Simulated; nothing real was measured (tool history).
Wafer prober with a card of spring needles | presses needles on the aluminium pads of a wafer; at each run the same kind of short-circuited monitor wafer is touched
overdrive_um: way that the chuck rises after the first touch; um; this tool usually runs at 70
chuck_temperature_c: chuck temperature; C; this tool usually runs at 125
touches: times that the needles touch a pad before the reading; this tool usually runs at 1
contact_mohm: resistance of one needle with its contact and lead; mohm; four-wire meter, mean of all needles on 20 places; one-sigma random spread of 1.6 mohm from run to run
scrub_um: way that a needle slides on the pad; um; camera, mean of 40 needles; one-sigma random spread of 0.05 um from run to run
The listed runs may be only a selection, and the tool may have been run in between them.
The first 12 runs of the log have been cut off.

{"day": 4.179, "done": "tips cleaned on abrasive film"}
{"run": 13, "day": 4.438, "overdrive_um": 70, "chuck_temperature_c": 125, "touches": 1, "contact_mohm": 194, "scrub_um": 12.45}
{"day": 4.479, "done": "tips cleaned on abrasive film"}
{"day": 4.771, "done": "tips cleaned on abrasive film"}
{"run": 14, "day": 4.842, "overdrive_um": 70, "chuck_temperature_c": 34, "touches": 1, "contact_mohm": 157, "scrub_um": 12.43}
{"day": 5.071, "done": "tips cleaned on abrasive film"}
{"run": 15, "day": 5.158, "overdrive_um": 70, "chuck_temperature_c": 34, "touches": 1, "contact_mohm": 163, "scrub_um": 12.46}
{"day": 5.362, "done": "tips cleaned on abrasive film"}
{"run": 16, "day": 5.6, "overdrive_um": 70, "chuck_temperature_c": 125, "touches": 3, "contact_mohm": 174, "scrub_um": 12.47}
{"day": 5.65, "done": "tips cleaned on abrasive film"}
{"day": 5.925, "done": "tips cleaned on abrasive film"}
{"run": 17, "day": 5.992, "overdrive_um": 83, "chuck_temperature_c": 71, "touches": 1, "contact_mohm": 161, "scrub_um": 14.78}
{"day": 6.225, "done": "tips cleaned on abrasive film"}
{"run": 18, "day": 6.296, "overdrive_um": 77, "chuck_temperature_c": 60, "touches": 2, "contact_mohm": 153, "scrub_um": 13.63}
{"day": 6.529, "done": "tips cleaned on abrasive film"}
{"run": 19, "day": 6.571, "overdrive_um": 85, "chuck_temperature_c": 46, "touches": 2, "contact_mohm": 146, "scrub_um": 15.06}
{"day": 6.8, "done": "tips cleaned on abrasive film"}
{"run": 20, "day": 7.054, "overdrive_um": 70, "chuck_temperature_c": 125, "touches": 1, "contact_mohm": 192, "scrub_um": 12.34}
{"day": 7.1, "done": "tips cleaned on abrasive film"}
{"run": 21, "day": 7.271, "overdrive_um": 71, "chuck_temperature_c": 32, "touches": 1, "contact_mohm": 171, "scrub_um": 12.62}
{"day": 7.371, "done": "tips cleaned on abrasive film"}
{"day": 7.667, "done": "tips cleaned on abrasive film"}
{"run": 22, "day": 7.696, "overdrive_um": 71, "chuck_temperature_c": 32, "touches": 1, "contact_mohm": 152, "scrub_um": 12.53}
{"day": 7.946, "done": "tips cleaned on abrasive film"}
{"run": 23, "day": 8.142, "overdrive_um": 75, "chuck_temperature_c": 125, "touches": 2, "contact_mohm": 175, "scrub_um": 13.22}
{"day": 8.238, "done": "tips cleaned on abrasive film"}
{"run": 24, "day": 8.379, "overdrive_um": 54, "chuck_temperature_c": 112, "touches": 2, "contact_mohm": 193, "scrub_um": 9.41}
{"day": 8.546, "done": "tips cleaned on abrasive film"}
{"day": 8.817, "done": "tips cleaned on abrasive film"}
{"run": 25, "day": 8.858, "overdrive_um": 54, "chuck_temperature_c": 112, "touches": 2, "contact_mohm": 178, "scrub_um": 9.43}
{"day": 9.104, "done": "tips cleaned on abrasive film"}
{"run": 26, "day": 9.188, "overdrive_um": 61, "chuck_temperature_c": 67, "touches": 1, "contact_mohm": 178, "scrub_um": 10.64}
{"day": 9.396, "done": "tips cleaned on abrasive film"}
{"run": 27, "day": 9.646, "overdrive_um": 62, "chuck_temperature_c": 125, "touches": 1, "contact_mohm": 207, "scrub_um": 10.86}
{"day": 9.675, "done": "tips cleaned on abrasive film"}
{"day": 9.958, "done": "tips cleaned on abrasive film"}
{"run": 28, "day": 10.071, "overdrive_um": 62, "chuck_temperature_c": 125, "touches": 1, "contact_mohm": 189, "scrub_um": 10.74}
{"day": 10.254, "done": "tips cleaned on abrasive film"}
{"run": 29, "day": 10.421, "overdrive_um": 62, "chuck_temperature_c": 125, "touches": 1, "contact_mohm": 199, "scrub_um": 10.75}
{"day": 10.546, "done": "tips cleaned on abrasive film"}
{"day": 10.838, "done": "tips cleaned on abrasive film"}
{"run": 30, "day": 10.846, "overdrive_um": 66, "chuck_temperature_c": 117, "touches": 1, "contact_mohm": 172, "scrub_um": 11.43}
{"day": 11.112, "done": "tips cleaned on abrasive film"}
{"run": 31, "day": 11.175, "overdrive_um": 83, "chuck_temperature_c": 50, "touches": 1, "contact_mohm": 156, "scrub_um": 14.46}
{"day": 11.388, "done": "tips cleaned on abrasive film"}
{"run": 32, "day": 11.388, "overdrive_um": 53, "chuck_temperature_c": 39, "touches": 2, "contact_mohm": 160, "scrub_um": 9.06}

4 options for the next run, each taken on its own from the tool as it stands now. Forecast them:
{"run": "A", "day": 11.6, "overdrive_um": 74, "chuck_temperature_c": 124, "touches": 2, "contact_mohm": "?", "scrub_um": "?"}
{"run": "B", "day": 11.6, "overdrive_um": 53, "chuck_temperature_c": 39, "touches": 2, "contact_mohm": "?", "scrub_um": "?"}
{"run": "C", "day": 11.6, "overdrive_um": 77, "chuck_temperature_c": 39, "touches": 2, "contact_mohm": "?", "scrub_um": "?"}
{"run": "D", "day": 11.6, "overdrive_um": 76, "chuck_temperature_c": 26, "touches": 2, "contact_mohm": "?", "scrub_um": "?"}

run=A contact_mohm=178 scrub_um=12.89
run=B contact_mohm=189 scrub_um=9.04
run=C contact_mohm=162 scrub_um=13.38
run=D contact_mohm=160 scrub_um=13.11
With no hidden state in the tool, these same runs would have given:
run=A contact_mohm=159 scrub_um=13.28
run=B contact_mohm=150 scrub_um=9.43
run=C contact_mohm=143 scrub_um=13.77
run=D contact_mohm=140 scrub_um=13.5
